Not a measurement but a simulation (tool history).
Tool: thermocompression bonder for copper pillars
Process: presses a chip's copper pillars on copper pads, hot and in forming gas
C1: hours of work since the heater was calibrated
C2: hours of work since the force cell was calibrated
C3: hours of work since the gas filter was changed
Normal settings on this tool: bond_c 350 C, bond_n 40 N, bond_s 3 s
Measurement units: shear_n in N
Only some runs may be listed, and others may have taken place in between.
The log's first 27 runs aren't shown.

{"run": 28, "day": 16.462, "bond_c": 361, "bond_n": 44, "bond_s": 3, "C1": 316, "C2": 122, "C3": 101, "shear_n": 76.8}
{"run": 29, "day": 16.933, "bond_c": 361, "bond_n": 44, "bond_s": 3, "C1": 325, "C2": 131, "C3": 110, "shear_n": 76.9}
{"run": 30, "day": 17.671, "bond_c": 361, "bond_n": 44, "bond_s": 3, "C1": 338, "C2": 144, "C3": 123, "shear_n": 77.9}
{"run": 31, "day": 18.071, "bond_c": 376, "bond_n": 26, "bond_s": 2, "C1": 345, "C2": 151, "C3": 130, "shear_n": 52.4}
{"run": 32, "day": 18.942, "bond_c": 376, "bond_n": 26, "bond_s": 2, "C1": 361, "C2": 167, "C3": 146, "shear_n": 52.1}
{"run": 33, "day": 19.592, "bond_c": 376, "bond_n": 26, "bond_s": 2, "C1": 372, "C2": 179, "C3": 157, "shear_n": 51.5}
{"day": 19.812, "done": "forming gas filter changed"}
{"run": 34, "day": 20.008, "bond_c": 350, "bond_n": 40, "bond_s": 5, "C1": 379, "C2": 186, "C3": 4, "shear_n": 78}
{"run": 35, "day": 20.429, "bond_c": 350, "bond_n": 40, "bond_s": 8, "C1": 387, "C2": 193, "C3": 11, "shear_n": 86.8}
{"run": 36, "day": 21.088, "bond_c": 344, "bond_n": 45, "bond_s": 4, "C1": 399, "C2": 205, "C3": 23, "shear_n": 72.2}
{"run": 37, "day": 21.662, "bond_c": 344, "bond_n": 45, "bond_s": 4, "C1": 409, "C2": 215, "C3": 33, "shear_n": 72.3}
{"run": 38, "day": 22.258, "bond_c": 340, "bond_n": 41, "bond_s": 8, "C1": 420, "C2": 226, "C3": 44, "shear_n": 80.1}
{"run": 39, "day": 22.8, "bond_c": 360, "bond_n": 41, "bond_s": 8, "C1": 429, "C2": 236, "C3": 54, "shear_n": 92.3}

Alternative continuations, all from the tool just after run 39; predict every row:
{"run": "A", "day": 23.204, "bond_c": 359, "bond_n": 48, "bond_s": 8, "C1": 437, "C2": 243, "C3": 61, "shear_n": "?"}
{"run": "B", "day": 23.204, "bond_c": 360, "bond_n": 41, "bond_s": 2, "C1": 437, "C2": 243, "C3": 61, "shear_n": "?"}
{"run": "C", "day": 23.204, "bond_c": 352, "bond_n": 42, "bond_s": 3, "C1": 437, "C2": 243, "C3": 61, "shear_n": "?"}
{"run": "D", "day": 23.204, "bond_c": 325, "bond_n": 39, "bond_s": 3, "C1": 437, "C2": 243, "C3": 61, "shear_n": "?"}

run=A shear_n=99.6
run=B shear_n=63.2
run=C shear_n=66.6
run=D shear_n=45.8
The same runs, with their run-to-run variation unchanged, on a tool lacking any hidden condition would have given:
run=A shear_n=102.8
run=B shear_n=66.3
run=C shear_n=69.7
run=D shear_n=48.4

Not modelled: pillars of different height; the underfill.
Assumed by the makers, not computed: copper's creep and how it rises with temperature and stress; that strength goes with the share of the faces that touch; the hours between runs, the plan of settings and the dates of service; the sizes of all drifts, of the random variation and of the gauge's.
